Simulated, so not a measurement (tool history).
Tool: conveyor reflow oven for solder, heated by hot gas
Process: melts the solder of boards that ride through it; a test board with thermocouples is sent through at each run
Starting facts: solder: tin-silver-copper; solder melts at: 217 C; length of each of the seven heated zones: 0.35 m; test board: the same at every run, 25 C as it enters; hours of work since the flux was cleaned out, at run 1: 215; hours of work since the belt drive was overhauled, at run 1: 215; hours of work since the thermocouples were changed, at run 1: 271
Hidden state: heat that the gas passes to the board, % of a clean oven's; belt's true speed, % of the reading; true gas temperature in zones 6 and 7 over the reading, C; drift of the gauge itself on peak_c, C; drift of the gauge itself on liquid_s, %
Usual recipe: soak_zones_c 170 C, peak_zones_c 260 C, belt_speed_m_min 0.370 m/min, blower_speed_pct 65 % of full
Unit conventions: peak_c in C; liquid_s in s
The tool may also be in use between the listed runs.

run    hour  soak_zones_c  peak_zones_c  belt_speed_m_min  blower_speed_pct  hours of work since the flux was cleaned out  hours of work since the belt drive was overhauled  hours of work since the thermocouples were changed  peak_c  liquid_s
  1     0.0           170           260             0.370                65                                           215                                                215                                                 271   251.4      87.0
  2    44.5           170           260             0.370                65                                           241                                                241                                                 296   251.3      86.1
  3    91.5           170           260             0.370                65                                           268                                                268                                                 323   251.5      86.5
  4   139.9           170           260             0.370                65                                           295                                                295                                                 351   251.5      86.5
  5   175.5           170           260             0.370                65                                           316                                                316                                                 371   251.4      86.6
  6   230.4           170           260             0.370                65                                           347                                                347                                                 403   251.8      86.4
      300.8  -- flux residue cleaned out of gas plates and filters
  7   307.3           170           260             0.370                64                                             4                                                388                                                 444   251.5      86.4
  8   344.9           170           260             0.370                65                                            25                                                410                                                 466   252.1      86.3
  9   382.5           169           260             0.370                65                                            47                                                431                                                 487   251.4      85.7
 10   438.2           170           250             0.370                65                                            79                                                463                                                 519   242.2      76.6
 11   472.0           170           250             0.370                65                                            98                                                483                                                 538   241.9      75.9
 12   538.4           170           250             0.370                65                                           136                                                521                                                 576   241.9      76.3
 13   591.8           170           260             0.370                65                                           167                                                551                                                 607   251.4      86.4
 14   646.5           169           260             0.370                65                                           198                                                583                                                 638   251.4      86.1
 15   713.3           169           260             0.370                65                                           236                                                621                                                 677   251.4      85.6
 16   775.7           167           260             0.416                82                                           272                                                657                                                 712   250.6      74.7
      793.6  -- thermocouples of zones 6 and 7 changed
 17   811.8           167           260             0.416                82                                           292                                                676                                                  10   250.9      74.4
 18   861.8           167           260             0.338                82                                           320                                                705                                                  39   254.9      99.0
 19   908.6           167           260             0.338                82                                           347                                                732                                                  66   254.3      98.9
      951.5  -- belt drive overhauled, speed set with a stopwatch
 20   957.4           170           260             0.356                65                                           373                                                  3                                                  92   252.0      91.0
      979.5  -- flux residue cleaned out of gas plates and filters
 21  1032.5           157           274             0.316                65                                            30                                                 44                                                 132   267.1     111.4
 22  1104.2           172           271             0.316                59                                            71                                                 85                                                 173   264.7     115.8
 23  1140.8           172           271             0.316                59                                            92                                                106                                                 194   264.6     115.5
 24  1194.7           158           251             0.316                67                                           123                                                136                                                 225   245.1      91.5
 25  1254.2           158           251             0.316                67                                           157                                                171                                                 259   245.1      91.1
 26  1304.1           164           268             0.440                53                                           186                                                199                                                 287   251.8      67.1
 27  1341.6           164           268             0.440                53                                           207                                                221                                                 309   250.9      67.2
 28  1398.2           183           260             0.384                65                                           240                                                253                                                 341   252.2      89.7
 29  1446.0           162           260             0.370                71                                           267                                                280                                                 369   251.1      83.2
 30  1512.4           170           270             0.405                65                                           305                                                318                                                 407   258.2      83.7

4 options for the next run, each taken on its own from the tool as it stands now. Forecast them:
  A  1575.2           170           270             0.378                55                                           341                                                354                                                 443       ?         ?
  B  1575.2           156           254             0.342                65                                           341                                                354                                                 443       ?         ?
  C  1575.2           170           270             0.374                65                                           341                                                354                                                 443       ?         ?
  D  1575.2           170           270             0.405                73                                           341                                                354                                                 443       ?         ?

run  peak_c  liquid_s
  A   259.2      89.8
  B   245.2      82.2
  C   260.8      92.9
  D   260.5      85.6
What these runs would have given with no unlogged condition in the tool:
run  peak_c  liquid_s
  A   259.3      89.9
  B   245.3      82.4
  C   260.9      93.0
  D   260.6      85.7
